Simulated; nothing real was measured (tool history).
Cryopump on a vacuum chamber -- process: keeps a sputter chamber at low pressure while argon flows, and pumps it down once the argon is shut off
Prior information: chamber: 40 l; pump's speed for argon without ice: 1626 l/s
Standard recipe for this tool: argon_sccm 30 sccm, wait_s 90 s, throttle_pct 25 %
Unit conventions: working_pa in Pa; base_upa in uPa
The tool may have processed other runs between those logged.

run 1 hour=0 | argon_sccm=30 wait_s=90 throttle_pct=25 | working_pa=0.1316 base_upa=2.1
run 2 hour=23.9 | argon_sccm=30 wait_s=90 throttle_pct=39 | working_pa=0.0869 base_upa=2.14
-- hour=42.1 pump warmed up, emptied and cooled again
run 3 hour=64.7 | argon_sccm=30 wait_s=90 throttle_pct=43 | working_pa=0.0725 base_upa=1.74
run 4 hour=105 | argon_sccm=30 wait_s=90 throttle_pct=43 | working_pa=0.0717 base_upa=1.79
run 5 hour=136.9 | argon_sccm=27 wait_s=90 throttle_pct=25 | working_pa=0.114 base_upa=1.86
run 6 hour=167.7 | argon_sccm=27 wait_s=90 throttle_pct=25 | working_pa=0.113 base_upa=1.85
run 7 hour=189.9 | argon_sccm=30 wait_s=90 throttle_pct=31 | working_pa=0.1021 base_upa=1.91
run 8 hour=226.4 | argon_sccm=30 wait_s=90 throttle_pct=31 | working_pa=0.1021 base_upa=1.95
run 9 hour=264.2 | argon_sccm=41 wait_s=90 throttle_pct=31 | working_pa=0.1401 base_upa=1.97
run 10 hour=293.9 | argon_sccm=41 wait_s=90 throttle_pct=16 | working_pa=0.2693 base_upa=2
run 11 hour=315.6 | argon_sccm=41 wait_s=90 throttle_pct=16 | working_pa=0.2693 base_upa=1.99
run 12 hour=344.6 | argon_sccm=56 wait_s=90 throttle_pct=25 | working_pa=0.2373 base_upa=2.08
run 13 hour=384.8 | argon_sccm=31 wait_s=55 throttle_pct=16 | working_pa=0.2035 base_upa=2.33
run 14 hour=410 | argon_sccm=13 wait_s=298 throttle_pct=24 | working_pa=0.0574 base_upa=1.92
run 15 hour=427 | argon_sccm=30 wait_s=298 throttle_pct=24 | working_pa=0.1334 base_upa=1.93
run 16 hour=462.1 | argon_sccm=16 wait_s=90 throttle_pct=25 | working_pa=0.0678 base_upa=2.15
run 17 hour=493.3 | argon_sccm=18 wait_s=96 throttle_pct=16 | working_pa=0.1194 base_upa=2.26
run 18 hour=521.8 | argon_sccm=18 wait_s=96 throttle_pct=16 | working_pa=0.1192 base_upa=2.23
run 19 hour=546.8 | argon_sccm=18 wait_s=96 throttle_pct=16 | working_pa=0.1197 base_upa=2.2
run 20 hour=577.8 | argon_sccm=26 wait_s=96 throttle_pct=21 | working_pa=0.1322 base_upa=2.31
run 21 hour=597.5 | argon_sccm=19 wait_s=200 throttle_pct=36 | working_pa=0.0583 base_upa=2.11
run 22 hour=620.9 | argon_sccm=19 wait_s=200 throttle_pct=36 | working_pa=0.0579 base_upa=2.14

Each row is a separate what-if for the run after 22, all from the same tool condition, not one after another. Results?
run A hour=642.3 | argon_sccm=15 wait_s=228 throttle_pct=36 | working_pa=? base_upa=?
run B hour=642.3 | argon_sccm=14 wait_s=90 throttle_pct=25 | working_pa=? base_upa=?
run C hour=642.3 | argon_sccm=30 wait_s=90 throttle_pct=25 | working_pa=? base_upa=?

run=A working_pa=0.0451 base_upa=2.14
run=B working_pa=0.0615 base_upa=2.26
run=C working_pa=0.1298 base_upa=2.3
Without the tool's unlogged condition, the same runs would have read:
run=A working_pa=0.0425 base_upa=0.3
run=B working_pa=0.0591 base_upa=0.44
run=C working_pa=0.1248 base_upa=0.45

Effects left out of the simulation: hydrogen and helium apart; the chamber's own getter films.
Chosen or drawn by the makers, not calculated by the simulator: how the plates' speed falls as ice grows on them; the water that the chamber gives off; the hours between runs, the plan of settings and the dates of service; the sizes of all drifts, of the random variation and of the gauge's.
